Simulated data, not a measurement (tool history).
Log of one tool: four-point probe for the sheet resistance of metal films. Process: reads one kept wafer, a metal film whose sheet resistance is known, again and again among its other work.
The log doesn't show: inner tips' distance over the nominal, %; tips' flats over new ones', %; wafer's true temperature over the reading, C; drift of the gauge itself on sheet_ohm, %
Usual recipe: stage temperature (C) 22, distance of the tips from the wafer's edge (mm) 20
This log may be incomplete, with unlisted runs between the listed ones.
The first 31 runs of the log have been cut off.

| run | hour | stage temperature (C) | distance of the tips from the wafer's edge (mm) | touches since the probe head was changed | hours of work since the stage's thermometer was calibrated | sheet resistance as the instrument gives it (ohm/square) |
|---|---|---|---|---|---|---|
| 32 | 1844.5 | 31 | 13 | 90765 | 1077 | 0.048280 |
| 33 | 1919.8 | 35 | 16 | 92816 | 1130 | 0.048269 |
| 34 | 1977.1 | 22 | 20 | 94375 | 1171 | 0.048216 |
| 35 | 2040.6 | 22 | 20 | 96104 | 1216 | 0.048209 |
| 36 | 2092.7 | 22 | 5 | 97524 | 1253 | 0.048600 |
| 37 | 2161.8 | 25 | 16 | 99403 | 1302 | 0.048247 |
| 38 | 2212.7 | 22 | 65 | 100789 | 1339 | 0.048197 |
| 39 | 2280.7 | 28 | 65 | 102642 | 1387 | 0.048225 |
| 40 | 2348.0 | 28 | 4 | 104474 | 1435 | 0.048876 |
|  | 2372.5 | stage's thermometer calibrated |
| 41 | 2397.6 | 20 | 73 | 105811 | 18 | 0.048142 |

Forecast each of these 5 alternatives for the next run:
| A | 2477.5 | 20 | 8 | 107986 | 75 | ? |
| B | 2477.5 | 24 | 11 | 107986 | 75 | ? |
| C | 2477.5 | 32 | 25 | 107986 | 75 | ? |
| D | 2477.5 | 25 | 35 | 107986 | 75 | ? |
| E | 2477.5 | 30 | 74 | 107986 | 75 | ? |

| run | sheet resistance as the instrument gives it (ohm/square) |
|---|---|
| A | 0.048301 |
| B | 0.048273 |
| C | 0.048240 |
| D | 0.048186 |
| E | 0.048198 |
With the hidden condition removed and each run's random variation left untouched, the same runs would have given:
| run | sheet resistance as the instrument gives it (ohm/square) |
|---|---|
| A | 0.048237 |
| B | 0.048209 |
| C | 0.048176 |
| D | 0.048122 |
| E | 0.048134 |
